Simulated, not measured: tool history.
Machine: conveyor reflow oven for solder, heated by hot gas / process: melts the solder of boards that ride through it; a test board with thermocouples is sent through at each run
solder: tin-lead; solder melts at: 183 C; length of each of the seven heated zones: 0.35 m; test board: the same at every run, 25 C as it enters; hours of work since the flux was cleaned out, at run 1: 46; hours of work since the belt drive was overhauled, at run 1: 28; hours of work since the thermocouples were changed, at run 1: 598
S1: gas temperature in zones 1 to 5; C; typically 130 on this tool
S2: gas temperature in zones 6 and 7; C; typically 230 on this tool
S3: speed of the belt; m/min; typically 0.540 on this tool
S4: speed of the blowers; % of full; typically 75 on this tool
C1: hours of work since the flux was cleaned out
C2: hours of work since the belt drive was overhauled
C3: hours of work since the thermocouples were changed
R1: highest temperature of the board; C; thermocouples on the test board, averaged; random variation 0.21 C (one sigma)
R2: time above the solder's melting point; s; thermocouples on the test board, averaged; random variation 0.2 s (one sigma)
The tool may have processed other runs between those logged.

run,hour,S1,S2,S3,S4,C1,C2,C3,R1,R2
1,0.0,130,230,0.540,75,46,28,598,212.4,51.5
2,4.9,130,230,0.540,75,50,32,601,211.8,51.7
3,10.2,130,230,0.540,75,54,36,605,212.1,51.4
4,14.7,130,230,0.540,75,57,39,609,212.3,51.7
5,21.6,130,230,0.540,75,62,45,614,211.9,51.6
6,31.6,130,230,0.540,75,70,52,621,212.5,51.7
7,41.7,130,230,0.540,75,77,59,629,211.8,51.1
8,50.3,130,230,0.540,77,84,66,635,212.6,51.8
9,59.6,130,230,0.540,51,91,73,642,203.3,40.0
10,67.5,130,230,0.540,51,96,79,648,203.1,40.4
11,73.1,130,230,0.540,75,101,83,652,211.9,51.4
12,80.7,130,230,0.540,75,106,88,658,211.6,50.9
13,88.5,130,230,0.540,75,112,94,663,211.8,50.9
14,95.7,130,230,0.540,75,117,100,669,211.7,51.0
15,100.0,130,230,0.540,75,121,103,672,211.4,50.9
16,107.3,130,230,0.540,75,126,108,677,211.6,50.7
17,115.6,140,220,0.540,80,132,114,684,205.7,49.1
18,121.6,140,220,0.540,80,137,119,688,205.5,49.3
19,130.1,140,220,0.540,80,143,125,694,205.9,49.3
20,139.7,129,219,0.540,75,150,132,701,201.8,39.6
21,148.6,130,237,0.540,76,157,139,708,217.4,56.1
22,154.4,130,237,0.540,76,161,143,712,217.5,56.1
23,159.7,130,237,0.540,59,165,147,716,211.8,50.1
24,169.3,130,237,0.540,59,172,154,723,211.8,50.1
25,178.0,127,218,0.502,54,179,161,730,196.2,32.6
26,184.3,127,218,0.502,68,183,165,734,200.8,40.6
27,190.8,138,230,0.540,50,188,170,739,204.3,43.8
28,199.6,123,218,0.495,64,195,177,746,199.1,37.6
29,207.7,131,225,0.495,58,201,183,752,204.6,47.5
30,216.1,130,230,0.620,75,207,189,758,206.1,38.0
# hour 227.2: thermocouples of zones 6 and 7 changed
31,227.8,135,222,0.469,75,214,196,0,209.9,60.4

Each row is a separate what-if for the run after 31, all from the same tool condition, not one after another. Results?
A,232.1,144,230,0.469,88,217,199,4,?,?
B,232.1,123,222,0.542,50,217,199,4,?,?
C,232.1,135,226,0.621,66,217,199,4,?,?

run,R1,R2
A,220.5,74.0
B,195.1,25.7
C,202.3,34.6
The same runs, with their run-to-run variation unchanged, on a tool lacking any hidden condition would have given:
run,R1,R2
A,221.7,75.0
B,196.6,28.3
C,204.1,37.0
